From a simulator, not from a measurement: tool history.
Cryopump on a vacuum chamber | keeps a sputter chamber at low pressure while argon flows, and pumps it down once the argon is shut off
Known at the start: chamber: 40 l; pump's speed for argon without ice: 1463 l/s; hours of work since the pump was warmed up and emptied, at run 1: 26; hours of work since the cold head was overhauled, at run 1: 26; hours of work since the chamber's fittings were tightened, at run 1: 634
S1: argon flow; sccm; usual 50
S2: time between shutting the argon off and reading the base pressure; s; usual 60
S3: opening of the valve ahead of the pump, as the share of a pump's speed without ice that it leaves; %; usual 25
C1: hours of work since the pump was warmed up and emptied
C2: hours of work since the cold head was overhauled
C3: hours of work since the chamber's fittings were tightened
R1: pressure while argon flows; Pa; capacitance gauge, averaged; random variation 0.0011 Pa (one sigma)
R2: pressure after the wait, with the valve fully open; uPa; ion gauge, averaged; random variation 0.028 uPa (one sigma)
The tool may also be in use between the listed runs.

run 1 hour=0.0 | S1=50 S2=60 S3=25 | C1=26 C2=26 C3=634 | R1=0.2320 R2=1.41
run 2 hour=20.9 | S1=50 S2=60 S3=25 | C1=42 C2=42 C3=651 | R1=0.2319 R2=1.39
run 3 hour=44.9 | S1=50 S2=60 S3=25 | C1=62 C2=62 C3=671 | R1=0.2303 R2=1.38
run 4 hour=68.2 | S1=53 S2=60 S3=25 | C1=80 C2=80 C3=689 | R1=0.2456 R2=1.42
run 5 hour=103.5 | S1=53 S2=60 S3=25 | C1=109 C2=109 C3=718 | R1=0.2463 R2=1.43
run 6 hour=142.5 | S1=50 S2=60 S3=25 | C1=140 C2=140 C3=749 | R1=0.2336 R2=1.42
run 7 hour=177.4 | S1=50 S2=60 S3=25 | C1=168 C2=168 C3=777 | R1=0.2328 R2=1.40
run 8 hour=200.1 | S1=50 S2=59 S3=25 | C1=187 C2=187 C3=795 | R1=0.2353 R2=1.45
run 9 hour=238.4 | S1=50 S2=59 S3=25 | C1=217 C2=217 C3=826 | R1=0.2331 R2=1.41
run 10 hour=268.4 | S1=50 S2=60 S3=25 | C1=242 C2=242 C3=850 | R1=0.2344 R2=1.43
run 11 hour=312.9 | S1=50 S2=60 S3=25 | C1=277 C2=277 C3=886 | R1=0.2337 R2=1.47
run 12 hour=342.6 | S1=50 S2=60 S3=25 | C1=301 C2=301 C3=910 | R1=0.2343 R2=1.46
run 13 hour=378.5 | S1=50 S2=60 S3=25 | C1=330 C2=330 C3=939 | R1=0.2361 R2=1.43
run 14 hour=423.6 | S1=50 S2=60 S3=25 | C1=367 C2=367 C3=975 | R1=0.2369 R2=1.46
run 15 hour=458.4 | S1=50 S2=60 S3=25 | C1=395 C2=395 C3=1003 | R1=0.2378 R2=1.47
run 16 hour=503.5 | S1=50 S2=36 S3=25 | C1=431 C2=431 C3=1040 | R1=0.2369 R2=2.18
run 17 hour=525.2 | S1=32 S2=60 S3=25 | C1=448 C2=448 C3=1057 | R1=0.1515 R2=1.44
run 18 hour=561.8 | S1=32 S2=60 S3=25 | C1=478 C2=478 C3=1087 | R1=0.1509 R2=1.50
run 19 hour=607.0 | S1=32 S2=60 S3=25 | C1=514 C2=514 C3=1123 | R1=0.1516 R2=1.49
run 20 hour=644.9 | S1=57 S2=60 S3=25 | C1=545 C2=545 C3=1154 | R1=0.2702 R2=1.45
run 21 hour=679.2 | S1=50 S2=60 S3=20 | C1=572 C2=572 C3=1181 | R1=0.2982 R2=1.47
run 22 hour=720.0 | S1=45 S2=60 S3=25 | C1=605 C2=605 C3=1214 | R1=0.2149 R2=1.52
run 23 hour=763.7 | S1=93 S2=32 S3=29 | C1=640 C2=640 C3=1249 | R1=0.3873 R2=2.51
run 24 hour=807.5 | S1=40 S2=22 S3=30 | C1=676 C2=676 C3=1285 | R1=0.1613 R2=3.39
run 25 hour=839.8 | S1=40 S2=22 S3=30 | C1=702 C2=702 C3=1310 | R1=0.1624 R2=3.38
run 26 hour=867.4 | S1=63 S2=60 S3=56 | C1=724 C2=724 C3=1333 | R1=0.1426 R2=1.56
run 27 hour=888.5 | S1=49 S2=103 S3=22 | C1=741 C2=741 C3=1350 | R1=0.2660 R2=1.08
run 28 hour=932.4 | S1=49 S2=103 S3=22 | C1=776 C2=776 C3=1385 | R1=0.2677 R2=1.08
run 29 hour=963.7 | S1=30 S2=103 S3=15 | C1=801 C2=801 C3=1410 | R1=0.2384 R2=1.12
run 30 hour=986.9 | S1=30 S2=103 S3=15 | C1=820 C2=820 C3=1429 | R1=0.2369 R2=1.14
run 31 hour=1006.3 | S1=44 S2=40 S3=36 | C1=836 C2=836 C3=1445 | R1=0.1510 R2=2.08
run 32 hour=1040.1 | S1=44 S2=72 S3=46 | C1=863 C2=863 C3=1472 | R1=0.1206 R2=1.39
run 33 hour=1063.0 | S1=36 S2=60 S3=17 | C1=881 C2=881 C3=1490 | R1=0.2568 R2=1.58
run 34 hour=1095.3 | S1=36 S2=60 S3=17 | C1=907 C2=907 C3=1516 | R1=0.2538 R2=1.54

Hidden state or all else? Some run-to-run changes of R1, split into what the settings, what came in and random variation would give without the hidden state, and what is left for the hidden state (with any gauge scatter that isn't in both results):
The hidden state here: pump's speed, % of a pump's without ice; cold plate's temperature, K; leak into the chamber, uPa l/s; drift of the gauge itself on working_pa, %; drift of the gauge itself on base_upa, %.
Run 22 -> 23: S1 45 -> 93, S2 60 -> 32, S3 25 -> 29. R1 +0.1724 Pa: hidden state +0.0086, all else +0.1638.
Run 23 -> 24: S1 93 -> 40, S2 32 -> 22, S3 29 -> 30. R1 -0.2260 Pa: hidden state -0.0086, all else -0.2174.
Run 25 -> 26: S1 40 -> 63, S2 22 -> 60, S3 30 -> 56. R1 -0.0198 Pa: hidden state +0.0047, all else -0.0245.
Run 32 -> 33: S1 44 -> 36, S2 72 -> 60, S3 46 -> 17. R1 +0.1362 Pa: hidden state -0.0014, all else +0.1376.
